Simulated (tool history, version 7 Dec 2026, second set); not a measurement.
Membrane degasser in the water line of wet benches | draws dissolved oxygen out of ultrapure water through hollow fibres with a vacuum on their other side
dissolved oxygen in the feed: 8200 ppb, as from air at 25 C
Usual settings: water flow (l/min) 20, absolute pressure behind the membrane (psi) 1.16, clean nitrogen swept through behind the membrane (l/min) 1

run,hour,water flow (l/min),absolute pressure behind the membrane (psi),clean nitrogen swept through behind the membrane (l/min),dissolved oxygen in the water behind the degasser (ppb),pressure that the water loses in the fibres (psi)
1,0,20,1.16,1,502.7,9.024
2,142.1,20,1.16,1,501.5,9.04
3,253,19,1.16,1,467.3,8.611
4,470.8,19,1.16,1,466.3,8.654
# hour 624.3: vacuum gauge calibrated
5,635.3,19,1.16,1,464.9,8.643
6,859,20,1.16,1,503.2,9.108
7,1045.9,20,1.16,1,513.2,9.156
8,1272.4,20,1.16,1,513.3,9.245
# hour 1517.2: seals of the vacuum lines changed
9,1517.2,20,1.16,1,516.8,9.235
10,1730.3,27,1.16,1,822,12.475
11,1846.7,27,1.16,1,854.7,12.427
12,2028.2,20,1.16,1,519.3,9.261
13,2136.6,20,1.16,1,524.9,9.29
14,2255.3,20,1.16,1,517.6,9.297
15,2402.3,20,1.16,0.71,594.2,9.361
16,2566,20,1.16,0.71,595.2,9.338
17,2791.3,16,0.769,0.61,315.3,7.394
18,2996.2,22,0.773,0.68,552.4,10.314
19,3143.6,23,1.959,1,910.8,10.744
20,3373.8,23,1.959,1,912.6,10.749
21,3553.2,23,1.959,1,908.3,10.881
22,3681.7,23,1.959,1,906,10.842
23,3855.6,20,2.522,2.37,599.4,9.487
# hour 4026.9: vacuum gauge calibrated
24,4036.9,13,1.16,1,247,6.174
25,4166.2,23,0.763,1.46,535.2,10.855
26,4302.3,32,0.763,1.37,943.1,15.261
27,4530.7,31,1.16,1.46,976,14.724
28,4768.6,24,1.12,1.46,672,11.435
29,4939.8,14,1.16,0.87,315.4,6.669
30,5186.5,14,1.16,0.87,321.9,6.67

4 ways to go on from here, each from the tool as it stands after run 30. What would each give?
A,5329.1,20,0.86,1,?,?
B,5329.1,17,0.97,0.81,?,?
C,5329.1,14,2.762,2.04,?,?
D,5329.1,20,1.479,0.8,?,?

run,dissolved oxygen in the water behind the degasser (ppb),pressure that the water loses in the fibres (psi)
A,478.5,9.615
B,408.2,8.176
C,403.9,6.744
D,714.6,9.613
Without the tool's hidden state the same runs would have given:
run,dissolved oxygen in the water behind the degasser (ppb),pressure that the water loses in the fibres (psi)
A,395.6,8.884
B,344.4,7.552
C,360.8,6.232
D,634.1,8.884
